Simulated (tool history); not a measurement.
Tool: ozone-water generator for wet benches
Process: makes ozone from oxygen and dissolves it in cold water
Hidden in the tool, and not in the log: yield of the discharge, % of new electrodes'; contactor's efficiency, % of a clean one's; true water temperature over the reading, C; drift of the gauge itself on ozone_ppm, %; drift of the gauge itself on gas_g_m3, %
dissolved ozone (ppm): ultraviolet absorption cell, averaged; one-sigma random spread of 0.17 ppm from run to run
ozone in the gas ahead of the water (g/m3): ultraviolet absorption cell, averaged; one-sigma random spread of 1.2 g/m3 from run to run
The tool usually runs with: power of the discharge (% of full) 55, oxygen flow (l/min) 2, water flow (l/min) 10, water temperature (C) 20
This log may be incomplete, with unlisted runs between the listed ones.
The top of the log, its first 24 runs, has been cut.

| run | hour | power of the discharge (% of full) | oxygen flow (l/min) | water flow (l/min) | water temperature (C) | hours of work since the electrodes were changed | hours of work since the contactor was cleaned | hours of work since the thermometer was calibrated | dissolved ozone (ppm) | ozone in the gas ahead of the water (g/m3) |
|---|---|---|---|---|---|---|---|---|---|---|
| 25 | 508.7 | 55 | 1.09 | 14 | 20 | 662 | 662 | 3230 | 13.9 | 285.3 |
| 26 | 523.2 | 44 | 2.76 | 9 | 15 | 672 | 672 | 3239 | 22.7 | 162.1 |
| 27 | 546.8 | 66 | 2.01 | 13 | 23 | 687 | 687 | 3254 | 19.3 | 243.4 |
| 28 | 562.3 | 55 | 2 | 9 | 20 | 697 | 697 | 3264 | 23.4 | 214.9 |
| 29 | 578.6 | 55 | 2 | 10 | 22 | 707 | 707 | 3275 | 21.4 | 214.8 |
| 30 | 601.2 | 55 | 1.65 | 15 | 20 | 721 | 721 | 3289 | 14.8 | 238.1 |
| 31 | 614.2 | 55 | 1.74 | 10 | 27 | 730 | 730 | 3298 | 19.3 | 232.3 |
| 32 | 629.4 | 55 | 1.74 | 10 | 27 | 739 | 739 | 3307 | 19.3 | 230.2 |
| 33 | 657.9 | 55 | 1.98 | 10 | 14 | 758 | 758 | 3325 | 23.7 | 216.1 |
| 34 | 673.4 | 55 | 1.98 | 10 | 14 | 768 | 768 | 3335 | 23.2 | 216.7 |

3 ways to go on from here, each from the tool as it stands after run 34. What would each give?
| A | 696.9 | 42 | 1.98 | 14 | 23 | 783 | 783 | 3350 | ? | ? |
| B | 696.9 | 55 | 1.98 | 8 | 12 | 783 | 783 | 3350 | ? | ? |
| C | 696.9 | 73 | 2 | 10 | 28 | 783 | 783 | 3350 | ? | ? |

| run | dissolved ozone (ppm) | ozone in the gas ahead of the water (g/m3) |
|---|---|---|
| A | 13.2 | 181.7 |
| B | 28.8 | 218.7 |
| C | 23.4 | 259.6 |
With no hidden state in the tool, these same runs would have given:
| run | dissolved ozone (ppm) | ozone in the gas ahead of the water (g/m3) |
|---|---|---|
| A | 13.7 | 184.4 |
| B | 29.7 | 222.7 |
| C | 24.3 | 265.4 |

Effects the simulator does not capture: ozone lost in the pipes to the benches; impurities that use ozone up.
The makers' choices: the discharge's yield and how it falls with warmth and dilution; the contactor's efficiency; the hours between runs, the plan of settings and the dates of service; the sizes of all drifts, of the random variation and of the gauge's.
